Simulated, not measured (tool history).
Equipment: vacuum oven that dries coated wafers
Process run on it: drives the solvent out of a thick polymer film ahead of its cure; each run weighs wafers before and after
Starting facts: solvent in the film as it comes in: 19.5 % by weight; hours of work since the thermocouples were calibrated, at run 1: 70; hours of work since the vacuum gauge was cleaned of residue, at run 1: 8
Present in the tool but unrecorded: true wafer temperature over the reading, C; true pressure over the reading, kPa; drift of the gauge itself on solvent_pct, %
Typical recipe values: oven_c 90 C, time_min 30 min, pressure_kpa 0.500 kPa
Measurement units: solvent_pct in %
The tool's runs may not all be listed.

| run | hour | oven_c | time_min | pressure_kpa | hours of work since the thermocouples were calibrated | hours of work since the vacuum gauge was cleaned of residue | solvent_pct |
|---|---|---|---|---|---|---|---|
| 1 | 0.0 | 90 | 30 | 0.500 | 70 | 8 | 2.61 |
| 2 | 55.0 | 90 | 30 | 0.460 | 109 | 47 | 2.63 |
| 3 | 87.2 | 81 | 30 | 0.500 | 132 | 70 | 5.72 |
| 4 | 135.1 | 81 | 30 | 0.500 | 166 | 104 | 5.64 |
| 5 | 165.5 | 81 | 30 | 0.500 | 187 | 126 | 5.69 |
| 6 | 211.8 | 81 | 30 | 0.500 | 220 | 158 | 5.67 |
| 7 | 257.3 | 81 | 30 | 0.500 | 252 | 191 | 5.59 |
| 8 | 289.7 | 81 | 30 | 0.500 | 275 | 214 | 5.60 |
| 9 | 327.6 | 81 | 30 | 0.500 | 302 | 241 | 5.55 |
| 10 | 376.6 | 90 | 49 | 0.500 | 337 | 275 | 0.98 |
| 11 | 405.8 | 84 | 47 | 0.931 | 358 | 296 | 2.57 |
| 12 | 461.2 | 101 | 32 | 0.946 | 397 | 335 | 0.62 |
| 13 | 493.1 | 101 | 32 | 0.946 | 420 | 358 | 0.67 |
| 14 | 549.4 | 90 | 29 | 0.826 | 460 | 398 | 2.80 |
| 15 | 574.2 | 90 | 30 | 1.483 | 477 | 416 | 2.94 |

What will run 16 give?
| 16 | 622.1 | 101 | 18 | 0.500 | 511 | 450 | ? |

solvent_pct: 1.76 %
With the hidden condition absent and the run-to-run variation left alone, this run would have shown solvent_pct 1.99 %.
